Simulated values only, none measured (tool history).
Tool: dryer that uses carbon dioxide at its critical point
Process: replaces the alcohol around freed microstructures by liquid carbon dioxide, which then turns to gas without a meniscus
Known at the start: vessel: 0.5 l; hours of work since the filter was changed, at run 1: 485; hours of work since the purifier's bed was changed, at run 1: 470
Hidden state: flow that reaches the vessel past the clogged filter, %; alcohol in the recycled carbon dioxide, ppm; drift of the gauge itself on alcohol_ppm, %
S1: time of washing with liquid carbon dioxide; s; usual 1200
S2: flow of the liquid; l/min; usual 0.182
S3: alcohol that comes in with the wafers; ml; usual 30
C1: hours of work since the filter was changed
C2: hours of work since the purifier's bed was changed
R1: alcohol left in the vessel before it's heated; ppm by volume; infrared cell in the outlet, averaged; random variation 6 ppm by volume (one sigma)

| run | day | S1 | S2 | S3 | C1 | C2 | R1 |
|---|---|---|---|---|---|---|---|
| 1 | 0 | 1200 | 0.182 | 30 | 485 | 470 | 666 |
|  | 0.442 | inlet filter changed |
| 2 | 0.933 | 1200 | 0.182 | 23 | 6 | 481 | 334 |
| 3 | 1.917 | 1200 | 0.182 | 23 | 19 | 494 | 325 |
| 4 | 2.371 | 1200 | 0.182 | 99 | 25 | 500 | 929 |
| 5 | 3.167 | 1200 | 0.182 | 99 | 35 | 510 | 947 |
| 6 | 3.938 | 1200 | 0.182 | 50 | 45 | 520 | 565 |
| 7 | 4.396 | 1200 | 0.182 | 30 | 51 | 526 | 411 |
| 8 | 4.946 | 1200 | 0.182 | 30 | 58 | 533 | 404 |
| 9 | 5.4 | 1200 | 0.182 | 30 | 63 | 538 | 414 |
| 10 | 6.358 | 1200 | 0.182 | 30 | 76 | 551 | 422 |
| 11 | 7.421 | 1200 | 0.182 | 30 | 89 | 564 | 419 |
| 12 | 8.271 | 1200 | 0.182 | 30 | 100 | 575 | 429 |
| 13 | 8.812 | 1200 | 0.182 | 30 | 107 | 582 | 443 |
| 14 | 9.846 | 1200 | 0.182 | 30 | 120 | 595 | 457 |
| 15 | 10.721 | 1200 | 0.182 | 30 | 132 | 607 | 463 |
| 16 | 11.362 | 900 | 0.182 | 30 | 140 | 615 | 1263 |
| 17 | 11.908 | 1200 | 0.182 | 30 | 147 | 622 | 478 |
| 18 | 12.762 | 1200 | 0.116 | 30 | 158 | 633 | 2388 |
| 19 | 13.425 | 1200 | 0.115 | 30 | 166 | 641 | 2492 |
| 20 | 13.962 | 1200 | 0.182 | 30 | 173 | 648 | 496 |
| 21 | 14.8 | 1200 | 0.182 | 30 | 184 | 659 | 507 |
| 22 | 15.271 | 1200 | 0.19 | 30 | 190 | 665 | 443 |
| 23 | 15.896 | 1200 | 0.207 | 30 | 198 | 673 | 358 |
| 24 | 16.821 | 1380 | 0.174 | 44 | 210 | 685 | 507 |
| 25 | 17.721 | 1380 | 0.174 | 44 | 221 | 696 | 499 |
| 26 | 18.5 | 1020 | 0.182 | 30 | 231 | 706 | 958 |
| 27 | 19.458 | 840 | 0.293 | 60 | 244 | 719 | 525 |
| 28 | 20.475 | 840 | 0.293 | 60 | 257 | 732 | 548 |
| 29 | 21.046 | 840 | 0.293 | 60 | 264 | 739 | 550 |
| 30 | 22.121 | 840 | 0.293 | 60 | 278 | 753 | 586 |
| 31 | 22.817 | 840 | 0.293 | 60 | 287 | 762 | 562 |
| 32 | 23.858 | 1260 | 0.129 | 33 | 300 | 775 | 1880 |
| 33 | 24.908 | 840 | 0.129 | 33 | 313 | 788 | 5906 |
| 34 | 25.942 | 1800 | 0.182 | 30 | 327 | 802 | 266 |
| 35 | 26.796 | 1500 | 0.182 | 106 | 338 | 813 | 673 |
| 36 | 27.425 | 1500 | 0.182 | 106 | 346 | 821 | 683 |
| 37 | 28.054 | 1200 | 0.219 | 30 | 354 | 829 | 395 |
| 38 | 28.804 | 1260 | 0.219 | 22 | 363 | 838 | 327 |
| 39 | 29.525 | 1500 | 0.126 | 30 | 372 | 847 | 1217 |
| 40 | 30.138 | 1500 | 0.126 | 30 | 380 | 855 | 1227 |
| 41 | 31.167 | 1500 | 0.126 | 30 | 394 | 868 | 1209 |
| 42 | 32.012 | 1500 | 0.126 | 30 | 404 | 879 | 1248 |
| 43 | 32.962 | 1200 | 0.128 | 35 | 417 | 891 | 2725 |
| 44 | 33.712 | 1200 | 0.128 | 35 | 426 | 901 | 2850 |
| 45 | 34.375 | 1200 | 0.128 | 35 | 435 | 910 | 2879 |

4 ways to go on from here, each from the tool as it stands after run 45. What would each give?
| A | 35.071 | 840 | 0.296 | 69 | 444 | 918 | ? |
| B | 35.071 | 1500 | 0.182 | 47 | 444 | 918 | ? |
| C | 35.071 | 1680 | 0.182 | 66 | 444 | 918 | ? |
| D | 35.071 | 720 | 0.228 | 60 | 444 | 918 | ? |

| run | R1 |
|---|---|
| A | 813 |
| B | 509 |
| C | 431 |
| D | 3497 |
Without the tool's hidden state the same runs would have given:
| run | R1 |
|---|---|
| A | 206 |
| B | 87 |
| C | 54 |
| D | 1683 |
